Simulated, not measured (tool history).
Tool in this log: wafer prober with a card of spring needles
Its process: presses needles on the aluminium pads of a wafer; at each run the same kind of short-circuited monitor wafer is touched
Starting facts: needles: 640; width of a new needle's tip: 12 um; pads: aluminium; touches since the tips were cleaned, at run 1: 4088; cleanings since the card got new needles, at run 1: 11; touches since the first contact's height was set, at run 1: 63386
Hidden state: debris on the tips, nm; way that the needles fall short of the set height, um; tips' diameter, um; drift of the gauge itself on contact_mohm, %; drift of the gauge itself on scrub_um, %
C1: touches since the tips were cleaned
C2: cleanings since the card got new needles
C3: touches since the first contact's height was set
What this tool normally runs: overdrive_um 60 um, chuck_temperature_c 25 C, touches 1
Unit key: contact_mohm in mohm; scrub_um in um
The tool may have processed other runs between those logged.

{"run": 1, "hour": 0.0, "overdrive_um": 60, "chuck_temperature_c": 25, "touches": 1, "C1": 4088, "C2": 11, "C3": 63386, "contact_mohm": 173, "scrub_um": 11.73}
{"hour": 3.6, "done": "tips cleaned on abrasive film"}
{"run": 2, "hour": 7.2, "overdrive_um": 60, "chuck_temperature_c": 25, "touches": 1, "C1": 836, "C2": 12, "C3": 65012, "contact_mohm": 175, "scrub_um": 11.76}
{"run": 3, "hour": 17.9, "overdrive_um": 60, "chuck_temperature_c": 25, "touches": 1, "C1": 3275, "C2": 12, "C3": 67451, "contact_mohm": 173, "scrub_um": 11.78}
{"hour": 24.8, "done": "tips cleaned on abrasive film"}
{"run": 4, "hour": 28.5, "overdrive_um": 60, "chuck_temperature_c": 25, "touches": 1, "C1": 856, "C2": 13, "C3": 69864, "contact_mohm": 168, "scrub_um": 11.75}
{"run": 5, "hour": 40.3, "overdrive_um": 60, "chuck_temperature_c": 25, "touches": 1, "C1": 3562, "C2": 13, "C3": 72570, "contact_mohm": 171, "scrub_um": 11.7}
{"hour": 45.9, "done": "tips cleaned on abrasive film"}
{"run": 6, "hour": 49.3, "overdrive_um": 60, "chuck_temperature_c": 25, "touches": 1, "C1": 796, "C2": 14, "C3": 74612, "contact_mohm": 175, "scrub_um": 11.76}
{"run": 7, "hour": 55.9, "overdrive_um": 60, "chuck_temperature_c": 25, "touches": 1, "C1": 2297, "C2": 14, "C3": 76113, "contact_mohm": 173, "scrub_um": 11.69}
{"run": 8, "hour": 62.3, "overdrive_um": 60, "chuck_temperature_c": 25, "touches": 1, "C1": 3767, "C2": 14, "C3": 77583, "contact_mohm": 171, "scrub_um": 11.79}
{"hour": 67.2, "done": "tips cleaned on abrasive film"}
{"run": 9, "hour": 70.1, "overdrive_um": 60, "chuck_temperature_c": 25, "touches": 1, "C1": 684, "C2": 15, "C3": 79356, "contact_mohm": 172, "scrub_um": 11.73}
{"run": 10, "hour": 78.0, "overdrive_um": 60, "chuck_temperature_c": 25, "touches": 1, "C1": 2476, "C2": 15, "C3": 81148, "contact_mohm": 171, "scrub_um": 11.86}
{"run": 11, "hour": 86.8, "overdrive_um": 79, "chuck_temperature_c": 28, "touches": 1, "C1": 4498, "C2": 15, "C3": 83170, "contact_mohm": 170, "scrub_um": 15.44}
{"hour": 88.1, "done": "tips cleaned on abrasive film"}
{"run": 12, "hour": 96.9, "overdrive_um": 79, "chuck_temperature_c": 92, "touches": 2, "C1": 2018, "C2": 16, "C3": 85462, "contact_mohm": 182, "scrub_um": 15.51}
{"run": 13, "hour": 102.7, "overdrive_um": 60, "chuck_temperature_c": 48, "touches": 1, "C1": 3350, "C2": 16, "C3": 86794, "contact_mohm": 176, "scrub_um": 11.74}
{"run": 14, "hour": 108.6, "overdrive_um": 71, "chuck_temperature_c": 111, "touches": 1, "C1": 4687, "C2": 16, "C3": 88131, "contact_mohm": 186, "scrub_um": 13.76}
{"hour": 109.3, "done": "tips cleaned on abrasive film"}
{"run": 15, "hour": 116.5, "overdrive_um": 71, "chuck_temperature_c": 62, "touches": 2, "C1": 1658, "C2": 17, "C3": 89935, "contact_mohm": 177, "scrub_um": 13.9}

Across each entry between runs, compare the hidden state at the last listed run before it with the hidden state at the first listed run after it:
Run 1 -> run 2: tips cleaned on abrasive film (hour 3.6)
  debris on the tips, nm: 0.8 -> 0.3
Run 3 -> run 4: tips cleaned on abrasive film (hour 24.8)
  debris on the tips, nm: 0.8 -> 0.3
Run 5 -> run 6: tips cleaned on abrasive film (hour 45.9)
  debris on the tips, nm: 0.8 -> 0.3
Run 8 -> run 9: tips cleaned on abrasive film (hour 67.2)
  debris on the tips, nm: 0.8 -> 0.3
Run 11 -> run 12: tips cleaned on abrasive film (hour 88.1)
  debris on the tips, nm: 0.9 -> 0.6
Run 14 -> run 15: tips cleaned on abrasive film (hour 109.3)
  debris on the tips, nm: 0.9 -> 0.5
